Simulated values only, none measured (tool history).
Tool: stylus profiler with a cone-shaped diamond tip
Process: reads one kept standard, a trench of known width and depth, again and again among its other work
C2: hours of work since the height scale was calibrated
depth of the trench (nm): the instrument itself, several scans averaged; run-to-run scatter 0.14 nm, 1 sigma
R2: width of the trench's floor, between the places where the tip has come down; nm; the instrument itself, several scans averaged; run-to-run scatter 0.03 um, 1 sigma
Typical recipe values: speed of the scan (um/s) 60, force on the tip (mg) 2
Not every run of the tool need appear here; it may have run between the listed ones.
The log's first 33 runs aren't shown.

Run 34, hour 1421.5: usual settings but speed of the scan (um/s) 21, force on the tip (mg) 1.08; scans with this tip 16113; C2 1081. Result: depth of the trench (nm) 504.69, R2 15450 nm.
Run 35, hour 1466.8: usual settings but speed of the scan (um/s) 21, force on the tip (mg) 1.08; scans with this tip 16317; C2 1109. Result: depth of the trench (nm) 504.84, R2 15430 nm.
Run 36, hour 1503.9: usual settings but speed of the scan (um/s) 87, force on the tip (mg) 1.11; scans with this tip 16484; C2 1132. Result: depth of the trench (nm) 504.69, R2 14990 nm.
At hour 1549.9: height scale calibrated on a step standard.
Run 37, hour 1558.8: usual settings but speed of the scan (um/s) 41, force on the tip (mg) 1.33; scans with this tip 16729; C2 6. Result: depth of the trench (nm) 502.97, R2 15270 nm.
Run 38, hour 1595.5: usual settings but speed of the scan (um/s) 111, force on the tip (mg) 3.47; scans with this tip 16894; C2 29. Result: depth of the trench (nm) 505.61, R2 15160 nm.
Run 39, hour 1622.1: usual settings but speed of the scan (um/s) 84, force on the tip (mg) 1.46; scans with this tip 17014; C2 45. Result: depth of the trench (nm) 503.41, R2 15020 nm.
Run 40, hour 1675.1: usual settings but speed of the scan (um/s) 24, force on the tip (mg) 0.87; scans with this tip 17253; C2 79. Result: depth of the trench (nm) 502.3, R2 15260 nm.
Run 41, hour 1730.2: usual settings but speed of the scan (um/s) 24, force on the tip (mg) 0.87; scans with this tip 17500; C2 113. Result: depth of the trench (nm) 502.76, R2 15280 nm.
Run 42, hour 1778.3: usual settings but speed of the scan (um/s) 28, force on the tip (mg) 0.81; scans with this tip 17717; C2 143. Result: depth of the trench (nm) 502.48, R2 15240 nm.
Run 43, hour 1816.9: usual settings but speed of the scan (um/s) 19; scans with this tip 17891; C2 168. Result: depth of the trench (nm) 504.35, R2 15320 nm.
Run 44, hour 1843.7: usual settings but speed of the scan (um/s) 27, force on the tip (mg) 2.67; scans with this tip 18012; C2 185. Result: depth of the trench (nm) 505.09, R2 15310 nm.
Run 45, hour 1877.2: usual settings but speed of the scan (um/s) 27, force on the tip (mg) 2.67; scans with this tip 18163; C2 206. Result: depth of the trench (nm) 505.37, R2 15290 nm.
Run 46, hour 1933.9: usual settings but speed of the scan (um/s) 27, force on the tip (mg) 2.67; scans with this tip 18418; C2 241. Result: depth of the trench (nm) 505.43, R2 15210 nm.
Run 47, hour 1971.9: usual settings but speed of the scan (um/s) 22, force on the tip (mg) 1.52; scans with this tip 18589; C2 265. Result: depth of the trench (nm) 503.98, R2 15290 nm.

3 options for the next run, each taken on its own from the tool as it stands now. Forecast them:
Run A, hour 1996.6: usual settings but speed of the scan (um/s) 65, force on the tip (mg) 1.31; scans with this tip 18700; C2 281. Result: depth of the trench (nm) ?, R2 ?.
Run B, hour 1996.6: usual settings but force on the tip (mg) 1.56; scans with this tip 18700; C2 281. Result: depth of the trench (nm) ?, R2 ?.
Run C, hour 1996.6: usual settings but speed of the scan (um/s) 76, force on the tip (mg) 2.81; scans with this tip 18700; C2 281. Result: depth of the trench (nm) ?, R2 ?.

run  depth of the trench (nm)     R2
  A                    503.65  15040
  B                     503.9  15050
  C                    505.65  15090
Had the tool no hidden state, the same runs would have come out as:
run  depth of the trench (nm)     R2
  A                       503  16710
  B                    503.25  16720
  C                       505  16750
